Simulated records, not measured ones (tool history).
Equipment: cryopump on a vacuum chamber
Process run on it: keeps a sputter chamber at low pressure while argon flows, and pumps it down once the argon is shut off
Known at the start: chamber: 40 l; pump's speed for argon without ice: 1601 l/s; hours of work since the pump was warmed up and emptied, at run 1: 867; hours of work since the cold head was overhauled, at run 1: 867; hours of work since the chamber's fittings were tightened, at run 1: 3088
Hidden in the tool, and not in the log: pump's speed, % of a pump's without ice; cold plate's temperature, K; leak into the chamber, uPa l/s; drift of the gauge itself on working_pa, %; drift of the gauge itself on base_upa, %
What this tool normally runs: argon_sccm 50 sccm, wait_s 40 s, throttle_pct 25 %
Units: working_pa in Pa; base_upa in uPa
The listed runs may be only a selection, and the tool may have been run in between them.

run,day,argon_sccm,wait_s,throttle_pct,hours of work since the pump was warmed up and emptied,hours of work since the cold head was overhauled,hours of work since the chamber's fittings were tightened,working_pa,base_upa
1,0.000,50,40,25,867,867,3088,0.2219,2.14
# day 1.175: pump warmed up, emptied and cooled again
2,1.671,50,40,25,9,894,3115,0.2117,2.04
3,3.112,50,110,25,36,921,3142,0.2123,1.12
4,4.442,50,40,25,61,946,3167,0.2113,2.01
5,5.404,50,40,45,79,964,3185,0.1184,2.00
6,6.988,50,40,45,108,993,3215,0.1181,1.98
7,8.358,50,40,45,134,1019,3240,0.1182,2.07
8,9.883,50,40,45,163,1047,3269,0.1202,2.02
9,10.933,50,40,45,182,1067,3288,0.1203,2.04
10,11.879,30,40,25,200,1085,3306,0.1295,1.96
11,13.183,50,40,27,224,1109,3330,0.1968,2.08
12,14.508,50,40,27,249,1134,3355,0.1987,2.05
13,16.088,50,22,25,278,1163,3384,0.2160,3.26
14,17.354,29,181,25,302,1187,3408,0.1244,1.01
15,18.762,50,40,31,328,1213,3434,0.1737,2.05
16,19.608,45,23,38,344,1229,3450,0.1286,3.09
17,20.775,50,293,15,366,1251,3472,0.3567,0.91
18,21.529,50,293,15,380,1265,3486,0.3570,0.91
19,22.808,94,39,55,404,1289,3510,0.1891,2.09
20,23.967,28,33,48,425,1310,3531,0.0639,2.48
21,25.625,25,221,27,456,1341,3562,0.1005,0.96
22,26.879,25,221,27,480,1365,3586,0.0995,0.98
23,28.442,25,221,35,509,1394,3615,0.0793,1.01
24,29.758,81,186,31,533,1418,3640,0.2857,1.07

How the hidden state differs across the entries between the runs, from the last listed run before each to the first after it:
Logged between run 1 and run 2: pump warmed up, emptied and cooled again (day 1.175)
  pump's speed, % of a pump's without ice: 83.3 -> 99.4; cold plate's temperature, K: 12.17 -> 12.18; leak into the chamber, uPa l/s: 988 -> 994
  measured value less the no-hidden-state value, working_pa: +0.0107 -> +0.0005 Pa; base_upa: +0.55 -> +0.44 uPa

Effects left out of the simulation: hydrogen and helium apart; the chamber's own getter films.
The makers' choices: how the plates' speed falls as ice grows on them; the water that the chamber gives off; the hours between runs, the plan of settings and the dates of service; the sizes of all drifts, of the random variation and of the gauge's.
